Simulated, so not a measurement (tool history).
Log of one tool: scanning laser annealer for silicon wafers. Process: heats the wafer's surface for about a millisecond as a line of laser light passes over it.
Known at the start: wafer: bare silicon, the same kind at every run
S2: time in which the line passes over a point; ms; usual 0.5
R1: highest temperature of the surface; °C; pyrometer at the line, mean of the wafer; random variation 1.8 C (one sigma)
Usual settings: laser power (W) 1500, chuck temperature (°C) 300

Run 1, day 0: usual settings. Result: R1 1003 °C.
Run 2, day 0.533: usual settings. Result: R1 1001 °C.
Run 3, day 0.962: usual settings. Result: R1 1002 °C.
Run 4, day 1.329: usual settings. Result: R1 1001 °C.
Run 5, day 1.671: usual settings. Result: R1 995 °C.
Run 6, day 2.171: usual settings. Result: R1 998 °C.
Run 7, day 2.696: usual settings. Result: R1 998 °C.
Run 8, day 3.25: usual settings but laser power (W) 1334, S2 0.528 ms, chuck temperature (°C) 321. Result: R1 942 °C.
Run 9, day 3.85: usual settings but laser power (W) 1334, S2 0.528 ms, chuck temperature (°C) 321. Result: R1 942 °C.
Run 10, day 4.212: usual settings but laser power (W) 1334, S2 0.494 ms, chuck temperature (°C) 301. Result: R1 901 °C.
Run 11, day 4.488: usual settings but laser power (W) 1592, S2 0.462 ms. Result: R1 1016 °C.
Run 12, day 5.046: usual settings but laser power (W) 1509, chuck temperature (°C) 314. Result: R1 1012 °C.
Run 13, day 5.425: usual settings but laser power (W) 1509, chuck temperature (°C) 314. Result: R1 1012 °C.

4 ways to go on from here, each from the tool as it stands after run 13. What would each give?
Run A, day 5.692: usual settings but laser power (W) 1297, chuck temperature (°C) 304. Result: R1 ?.
Run B, day 5.692: usual settings but S2 0.384 ms. Result: R1 ?.
Run C, day 5.692: usual settings but laser power (W) 1509, chuck temperature (°C) 339. Result: R1 ?.
Run D, day 5.692: usual settings but laser power (W) 1313. Result: R1 ?.

run    R1
  A   884
  B   902
  C  1037
  D   891
Without the tool's hidden state the same runs would have given:
run    R1
  A   910
  B   930
  C  1069
  D   918

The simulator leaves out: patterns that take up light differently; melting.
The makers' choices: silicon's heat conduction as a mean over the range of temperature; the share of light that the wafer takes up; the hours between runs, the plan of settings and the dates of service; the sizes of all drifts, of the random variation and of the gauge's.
